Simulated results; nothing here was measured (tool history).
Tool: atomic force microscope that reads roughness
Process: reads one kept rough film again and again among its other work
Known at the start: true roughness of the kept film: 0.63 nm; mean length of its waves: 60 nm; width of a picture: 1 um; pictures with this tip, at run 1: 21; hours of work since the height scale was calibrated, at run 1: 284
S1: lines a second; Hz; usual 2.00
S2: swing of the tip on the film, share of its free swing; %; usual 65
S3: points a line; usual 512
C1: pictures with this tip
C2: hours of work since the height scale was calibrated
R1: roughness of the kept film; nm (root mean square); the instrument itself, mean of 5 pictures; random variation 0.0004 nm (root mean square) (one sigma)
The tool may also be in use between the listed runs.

Run 1, hour 0.0: usual settings; C1 21; C2 284. Result: R1 0.6055 nm (root mean square).
Run 2, hour 17.4: usual settings but S1 3.75 Hz; C1 36; C2 294. Result: R1 0.5883 nm (root mean square).
Run 3, hour 39.1: usual settings but S1 3.75 Hz, S2 87 %; C1 56; C2 306. Result: R1 0.5173 nm (root mean square).
Run 4, hour 54.2: usual settings but S1 3.75 Hz, S2 87 %; C1 70; C2 315. Result: R1 0.5171 nm (root mean square).
At hour 59.3: new tip fitted.
Run 5, hour 88.1: usual settings but S1 3.75 Hz, S2 87 %; C1 26; C2 333. Result: R1 0.5161 nm (root mean square).
Run 6, hour 118.8: usual settings but S1 3.75 Hz, S2 87 %; C1 54; C2 351. Result: R1 0.5167 nm (root mean square).
At hour 141.7: new tip fitted.
Run 7, hour 149.9: usual settings but S3 960; C1 7; C2 368. Result: R1 0.6053 nm (root mean square).
Run 8, hour 180.4: usual settings but S3 960; C1 35; C2 385. Result: R1 0.6061 nm (root mean square).
Run 9, hour 209.0: usual settings but S3 960; C1 61; C2 401. Result: R1 0.6060 nm (root mean square).
At hour 223.6: new tip fitted.
Run 10, hour 226.2: usual settings but S3 960; C1 2; C2 410. Result: R1 0.6062 nm (root mean square).
Run 11, hour 250.2: usual settings but S3 960; C1 24; C2 424. Result: R1 0.6064 nm (root mean square).
Run 12, hour 279.2: usual settings but S3 960; C1 50; C2 440. Result: R1 0.6064 nm (root mean square).
At hour 306.0: new tip fitted.
Run 13, hour 307.6: usual settings but S3 960; C1 2; C2 456. Result: R1 0.6057 nm (root mean square).
Run 14, hour 340.8: usual settings but S3 960; C1 32; C2 474. Result: R1 0.6061 nm (root mean square).
Run 15, hour 374.3: usual settings but S1 2.20 Hz, S3 960; C1 62; C2 493. Result: R1 0.6050 nm (root mean square).
At hour 386.6: new tip fitted.
Run 16, hour 405.8: usual settings but S1 2.20 Hz, S3 960; C1 17; C2 511. Result: R1 0.6039 nm (root mean square).
Run 17, hour 438.4: usual settings; C1 47; C2 529. Result: R1 0.6060 nm (root mean square).
Run 18, hour 454.0: usual settings; C1 61; C2 538. Result: R1 0.6052 nm (root mean square).
At hour 469.3: new tip fitted.
Run 19, hour 470.4: usual settings but S3 725; C1 1; C2 547. Result: R1 0.6067 nm (root mean square).
Run 20, hour 495.2: usual settings but S2 76 %, S3 725; C1 24; C2 561. Result: R1 0.5886 nm (root mean square).
Run 21, hour 526.2: usual settings but S3 470; C1 52; C2 578. Result: R1 0.6061 nm (root mean square).
At hour 551.3: new tip fitted.
Run 22, hour 556.3: usual settings but S3 470; C1 4; C2 595. Result: R1 0.6058 nm (root mean square).
Run 23, hour 576.6: usual settings but S1 1.30 Hz, S2 85 %, S3 806; C1 23; C2 606. Result: R1 0.5881 nm (root mean square).
Run 24, hour 593.0: usual settings but S1 1.15 Hz, S2 85 %, S3 945; C1 38; C2 615. Result: R1 0.5922 nm (root mean square).
Run 25, hour 618.2: usual settings but S1 1.15 Hz, S2 85 %, S3 945; C1 60; C2 630. Result: R1 0.5922 nm (root mean square).
At hour 634.1: new tip fitted.
Run 26, hour 646.6: usual settings but S1 1.92 Hz, S2 76 %, S3 945; C1 12; C2 645. Result: R1 0.5891 nm (root mean square).
Run 27, hour 665.7: usual settings but S1 1.82 Hz, S2 60 %; C1 29; C2 656. Result: R1 0.6137 nm (root mean square).
Run 28, hour 693.4: usual settings but S1 1.34 Hz, S2 62 %, S3 302; C1 54; C2 671. Result: R1 0.6138 nm (root mean square).
At hour 716.4: new tip fitted.
Run 29, hour 730.2: usual settings but S1 2.21 Hz; C1 13; C2 692. Result: R1 0.6037 nm (root mean square).
Run 30, hour 754.3: usual settings but S1 0.59 Hz, S2 67 %; C1 35; C2 705. Result: R1 0.6202 nm (root mean square).
Run 31, hour 777.6: usual settings but S1 2.71 Hz, S2 64 %, S3 357; C1 56; C2 719. Result: R1 0.5993 nm (root mean square).
At hour 797.1: new tip fitted.
Run 32, hour 799.3: usual settings but S1 2.71 Hz, S2 64 %, S3 357; C1 2; C2 730. Result: R1 0.5993 nm (root mean square).
Run 33, hour 827.3: usual settings but S1 2.71 Hz, S2 64 %, S3 357; C1 27; C2 746. Result: R1 0.6001 nm (root mean square).
Run 34, hour 848.5: usual settings but S1 2.71 Hz, S2 64 %, S3 357; C1 46; C2 758. Result: R1 0.5994 nm (root mean square).
Run 35, hour 870.5: usual settings but S1 2.14 Hz, S3 562; C1 66; C2 770. Result: R1 0.6045 nm (root mean square).
At hour 880.6: new tip fitted.
Run 36, hour 886.5: usual settings but S1 1.47 Hz, S2 79 %, S3 361; C1 5; C2 779. Result: R1 0.5924 nm (root mean square).
Run 37, hour 919.3: usual settings but S1 1.47 Hz, S2 79 %, S3 361; C1 35; C2 798. Result: R1 0.5926 nm (root mean square).
Run 38, hour 941.8: usual settings but S1 1.47 Hz, S2 79 %, S3 361; C1 55; C2 810. Result: R1 0.5928 nm (root mean square).
At hour 961.4: new tip fitted.
Run 39, hour 967.0: usual settings but S1 3.26 Hz, S2 79 %, S3 518; C1 5; C2 824. Result: R1 0.5577 nm (root mean square).
Run 40, hour 985.5: usual settings but S1 3.26 Hz, S2 86 %, S3 810; C1 21; C2 834. Result: R1 0.5334 nm (root mean square).
Run 41, hour 1003.4: usual settings but S1 0.61 Hz, S2 63 %; C1 37; C2 845. Result: R1 0.6208 nm (root mean square).
Run 42, hour 1029.4: usual settings but S3 878; C1 61; C2 859. Result: R1 0.6061 nm (root mean square).
At hour 1042.9: new tip fitted.
Run 43, hour 1056.3: usual settings but S1 1.03 Hz, S2 58 %, S3 389; C1 12; C2 874. Result: R1 0.6188 nm (root mean square).
Run 44, hour 1076.7: usual settings but S1 1.03 Hz, S2 58 %, S3 389; C1 30; C2 885. Result: R1 0.6189 nm (root mean square).

How the hidden state differs across the entries between the runs, from the last listed run before each to the first after it:
Between runs 4 and 5: new tip fitted (hour 59.3)
  radius of the tip, nm: 5.3 -> 5.1
Between runs 6 and 7: new tip fitted (hour 141.7)
  radius of the tip, nm: 5.2 -> 5
Between runs 9 and 10: new tip fitted (hour 223.6)
  radius of the tip, nm: 5.2 -> 5
Between runs 12 and 13: new tip fitted (hour 306.0)
  radius of the tip, nm: 5.2 -> 5
Between runs 15 and 16: new tip fitted (hour 386.6)
  radius of the tip, nm: 5.2 -> 5.1
Between runs 18 and 19: new tip fitted (hour 469.3)
  radius of the tip, nm: 5.3 -> 5
Between runs 21 and 22: new tip fitted (hour 551.3)
  radius of the tip, nm: 5.2 -> 5.1
Between runs 25 and 26: new tip fitted (hour 634.1)
  radius of the tip, nm: 5.3 -> 5.1
Between runs 28 and 29: new tip fitted (hour 716.4)
  radius of the tip, nm: 5.2 -> 5.1
Between runs 31 and 32: new tip fitted (hour 797.1)
  radius of the tip, nm: 5.2 -> 5
Between runs 35 and 36: new tip fitted (hour 880.6)
  radius of the tip, nm: 5.2 -> 5
Between runs 38 and 39: new tip fitted (hour 961.4)
  radius of the tip, nm: 5.2 -> 5
Between runs 42 and 43: new tip fitted (hour 1042.9)
  radius of the tip, nm: 5.3 -> 5.1
